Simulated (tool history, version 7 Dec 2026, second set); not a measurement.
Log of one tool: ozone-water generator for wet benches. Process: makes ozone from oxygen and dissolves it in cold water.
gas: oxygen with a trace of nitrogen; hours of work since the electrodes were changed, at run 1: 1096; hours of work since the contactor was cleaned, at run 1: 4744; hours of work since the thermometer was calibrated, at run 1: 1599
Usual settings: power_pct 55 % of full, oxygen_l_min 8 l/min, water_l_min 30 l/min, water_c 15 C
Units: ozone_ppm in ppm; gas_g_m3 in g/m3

| run | hour | power_pct | oxygen_l_min | water_l_min | water_c | hours of work since the electrodes were changed | hours of work since the contactor was cleaned | hours of work since the thermometer was calibrated | ozone_ppm | gas_g_m3 |
|---|---|---|---|---|---|---|---|---|---|---|
| 1 | 0 | 55 | 8 | 30 | 15 | 1096 | 4744 | 1599 | 13.4 | 117.5 |
| 2 | 19.4 | 55 | 8 | 30 | 15 | 1111 | 4759 | 1614 | 13.7 | 118.5 |
| 3 | 40.4 | 55 | 8 | 30 | 15 | 1128 | 4775 | 1631 | 13.4 | 116.4 |
| 4 | 77.2 | 55 | 8 | 30 | 15 | 1156 | 4804 | 1659 | 13.4 | 117.9 |
| 5 | 101.6 | 55 | 8 | 24 | 15 | 1176 | 4823 | 1678 | 16.2 | 117.2 |
| 6 | 118.6 | 55 | 10.79 | 30 | 15 | 1189 | 4837 | 1692 | 14.1 | 104.5 |
| 7 | 148.9 | 55 | 8 | 30 | 15 | 1213 | 4860 | 1715 | 13.4 | 115.8 |
| 8 | 184.4 | 55 | 8 | 30 | 15 | 1240 | 4888 | 1743 | 13.4 | 116.7 |
| 9 | 223 | 55 | 8 | 30 | 15 | 1271 | 4918 | 1773 | 13.4 | 115.9 |
| 10 | 241.4 | 55 | 8 | 37 | 15 | 1285 | 4933 | 1788 | 10.9 | 117 |
| 11 | 261.7 | 55 | 8 | 37 | 15 | 1301 | 4948 | 1804 | 11.3 | 116.6 |
| 12 | 285.7 | 78 | 8 | 30 | 15 | 1320 | 4967 | 1822 | 17.6 | 154 |
| 13 | 309.7 | 55 | 8 | 34 | 15 | 1338 | 4986 | 1841 | 11.8 | 115.8 |
| 14 | 350.3 | 55 | 8 | 34 | 15 | 1370 | 5018 | 1873 | 11.8 | 115.3 |
| 15 | 382.7 | 55 | 10.84 | 30 | 15 | 1395 | 5043 | 1898 | 14.1 | 101.9 |
| 16 | 409.1 | 55 | 10.84 | 30 | 15 | 1416 | 5064 | 1919 | 14 | 103.2 |
| 17 | 440.6 | 55 | 10.84 | 30 | 15 | 1441 | 5088 | 1943 | 13.9 | 103.8 |
| 18 | 465.7 | 51 | 10.54 | 42 | 16 | 1460 | 5108 | 1963 | 9.4 | 99.9 |
| 19 | 504.1 | 85 | 4.56 | 42 | 16 | 1490 | 5138 | 1993 | 10.8 | 200 |
| 20 | 524.9 | 85 | 4.56 | 42 | 16 | 1507 | 5154 | 2009 | 11 | 199.2 |

The next listed run, before its measurement:
| 21 | 563.5 | 55 | 11.22 | 30 | 22 | 1537 | 5185 | 2040 | ? | ? |

{"run 21": {"ozone_ppm": 12.2, "gas_g_m3": 101.9}}
Without the tool's hidden state the same run would have given ozone_ppm 13.2 ppm, gas_g_m3 104.1 g/m3.

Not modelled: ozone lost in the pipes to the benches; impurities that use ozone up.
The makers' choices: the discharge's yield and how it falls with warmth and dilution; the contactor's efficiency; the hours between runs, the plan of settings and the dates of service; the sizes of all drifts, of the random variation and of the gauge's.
